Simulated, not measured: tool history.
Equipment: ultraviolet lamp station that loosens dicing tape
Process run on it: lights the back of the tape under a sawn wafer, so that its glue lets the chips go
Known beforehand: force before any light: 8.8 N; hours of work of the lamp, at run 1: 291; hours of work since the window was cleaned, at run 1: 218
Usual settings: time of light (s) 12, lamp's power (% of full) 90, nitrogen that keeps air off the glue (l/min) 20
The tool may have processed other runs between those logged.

run,hour,time of light (s),lamp's power (% of full),nitrogen that keeps air off the glue (l/min),hours of work of the lamp,hours of work since the window was cleaned,force that peels the tape off (N),light that reached the tape (J/m2)
1,0,12,90,20,291,218,0.947,3320
2,78.2,12,90,20,350,277,1.093,3090
# hour 98.8: window cleaned of glue's vapour
3,135,12,90,20,393,28,1.371,2780
4,184.6,12,80,20,431,65,1.817,2390
5,260.3,12,80,20,489,123,2.023,2230
6,312.5,12,80,20,529,163,2.084,2120
7,375.5,12,90,20,577,211,1.906,2240
# hour 381.3: window cleaned of glue's vapour, once more
8,431.2,12,90,9,619,38,1.403,3180
9,506,7,90,20,676,95,2.564,1730
10,562.9,17,67,19,719,138,1.155,3060
11,647,7,90,37,783,203,2.725,1570
12,702.8,12,90,37,826,245,1.333,2640
13,759.5,12,67,26,869,288,2.376,1870
# hour 768.1: window cleaned of glue's vapour
14,835.3,12,69,20,927,51,2.084,2110

4 ways to go on from here, each from the tool as it stands after run 14. What would each give?
A,892.1,17,77,23,970,95,?,?
B,892.1,12,67,20,970,95,?,?
C,892.1,11,70,13,970,95,?,?
D,892.1,9,90,20,970,95,?,?

run,force that peels the tape off (N),light that reached the tape (J/m2)
A,1.028,3090
B,2.311,1940
C,2.707,1870
D,2.379,1960
With the hidden condition removed and each run's random variation left untouched, the same runs would have given:
run,force that peels the tape off (N),light that reached the tape (J/m2)
A,0.367,5040
B,1.064,3140
C,1.348,3030
D,1.094,3190
